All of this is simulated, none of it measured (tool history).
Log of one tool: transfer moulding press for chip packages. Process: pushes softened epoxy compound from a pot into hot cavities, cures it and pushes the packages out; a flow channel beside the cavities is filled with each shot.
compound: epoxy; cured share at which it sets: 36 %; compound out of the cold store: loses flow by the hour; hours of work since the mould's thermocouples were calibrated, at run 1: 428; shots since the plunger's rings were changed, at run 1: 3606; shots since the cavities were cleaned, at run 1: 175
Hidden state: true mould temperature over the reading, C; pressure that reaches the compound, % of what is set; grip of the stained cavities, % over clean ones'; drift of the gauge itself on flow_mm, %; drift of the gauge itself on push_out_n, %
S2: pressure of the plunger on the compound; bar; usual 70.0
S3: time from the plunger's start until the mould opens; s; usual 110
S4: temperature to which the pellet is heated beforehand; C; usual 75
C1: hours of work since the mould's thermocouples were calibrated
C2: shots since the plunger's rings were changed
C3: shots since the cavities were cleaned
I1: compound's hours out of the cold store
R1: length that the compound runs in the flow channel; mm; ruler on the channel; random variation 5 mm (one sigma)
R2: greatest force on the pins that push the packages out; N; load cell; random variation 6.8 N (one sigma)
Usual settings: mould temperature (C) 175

{"run": 1, "hour": 0.0, "mould temperature (C)": 175, "S2": 70.0, "S3": 110, "S4": 75, "C1": 428, "C2": 3606, "C3": 175, "I1": 31.2, "R1": 628, "R2": 358}
{"run": 2, "hour": 18.3, "mould temperature (C)": 175, "S2": 70.0, "S3": 110, "S4": 75, "C1": 437, "C2": 3767, "C3": 336, "I1": 29.2, "R1": 636, "R2": 425}
{"hour": 30.6, "done": "cavities cleaned with cleaning compound and waxed"}
{"run": 3, "hour": 41.4, "mould temperature (C)": 175, "S2": 70.0, "S3": 110, "S4": 75, "C1": 447, "C2": 3956, "C3": 95, "I1": 44.8, "R1": 603, "R2": 547}
{"run": 4, "hour": 55.9, "mould temperature (C)": 170, "S2": 70.0, "S3": 110, "S4": 75, "C1": 454, "C2": 4083, "C3": 222, "I1": 33.0, "R1": 635, "R2": 779}
{"run": 5, "hour": 73.4, "mould temperature (C)": 175, "S2": 70.0, "S3": 110, "S4": 70, "C1": 463, "C2": 4236, "C3": 375, "I1": 19.9, "R1": 652, "R2": 596}
{"hour": 81.6, "done": "cavities cleaned with cleaning compound and waxed"}
{"hour": 88.2, "done": "cavities cleaned with cleaning compound and waxed, once more"}
{"run": 6, "hour": 96.9, "mould temperature (C)": 175, "S2": 64.3, "S3": 110, "S4": 75, "C1": 473, "C2": 4417, "C3": 77, "I1": 39.3, "R1": 583, "R2": 318}
{"run": 7, "hour": 119.9, "mould temperature (C)": 175, "S2": 64.3, "S3": 110, "S4": 75, "C1": 484, "C2": 4618, "C3": 278, "I1": 29.6, "R1": 596, "R2": 393}
{"run": 8, "hour": 136.4, "mould temperature (C)": 177, "S2": 58.1, "S3": 102, "S4": 77, "C1": 492, "C2": 4762, "C3": 422, "I1": 21.8, "R1": 581, "R2": 475}
{"hour": 140.1, "done": "cavities cleaned with cleaning compound and waxed"}
{"run": 9, "hour": 154.3, "mould temperature (C)": 178, "S2": 66.2, "S3": 139, "S4": 69, "C1": 500, "C2": 4906, "C3": 124, "I1": 31.3, "R1": 588, "R2": 232}
{"run": 10, "hour": 167.0, "mould temperature (C)": 178, "S2": 66.2, "S3": 129, "S4": 67, "C1": 506, "C2": 5018, "C3": 236, "I1": 36.4, "R1": 582, "R2": 276}
{"hour": 191.1, "done": "cavities cleaned with cleaning compound and waxed"}
{"run": 11, "hour": 191.1, "mould temperature (C)": 172, "S2": 87.1, "S3": 136, "S4": 76, "C1": 517, "C2": 5216, "C3": 0, "I1": 25.0, "R1": 701, "R2": 231}
{"hour": 199.8, "done": "plunger's sealing rings changed"}
{"run": 12, "hour": 217.3, "mould temperature (C)": 171, "S2": 71.5, "S3": 110, "S4": 75, "C1": 528, "C2": 153, "C3": 208, "I1": 35.2, "R1": 685, "R2": 481}

4 ways to go on from here, each from the tool as it stands after run 12. What would each give?
{"run": "A", "hour": 239.1, "mould temperature (C)": 171, "S2": 71.5, "S3": 95, "S4": 75, "C1": 539, "C2": 344, "C3": 399, "I1": 17.0, "R1": "?", "R2": "?"}
{"run": "B", "hour": 239.1, "mould temperature (C)": 169, "S2": 71.5, "S3": 132, "S4": 65, "C1": 539, "C2": 344, "C3": 399, "I1": 21.3, "R1": "?", "R2": "?"}
{"run": "C", "hour": 239.1, "mould temperature (C)": 171, "S2": 71.5, "S3": 144, "S4": 75, "C1": 539, "C2": 344, "C3": 399, "I1": 13.4, "R1": "?", "R2": "?"}
{"run": "D", "hour": 239.1, "mould temperature (C)": 175, "S2": 72.5, "S3": 110, "S4": 75, "C1": 539, "C2": 344, "C3": 399, "I1": 10.4, "R1": "?", "R2": "?"}

run=A R1=719 R2=846
run=B R1=718 R2=449
run=C R1=722 R2=333
run=D R1=727 R2=461
Without the tool's hidden state the same runs would have given:
run=A R1=723 R2=536
run=B R1=722 R2=282
run=C R1=726 R2=213
run=D R1=731 R2=289

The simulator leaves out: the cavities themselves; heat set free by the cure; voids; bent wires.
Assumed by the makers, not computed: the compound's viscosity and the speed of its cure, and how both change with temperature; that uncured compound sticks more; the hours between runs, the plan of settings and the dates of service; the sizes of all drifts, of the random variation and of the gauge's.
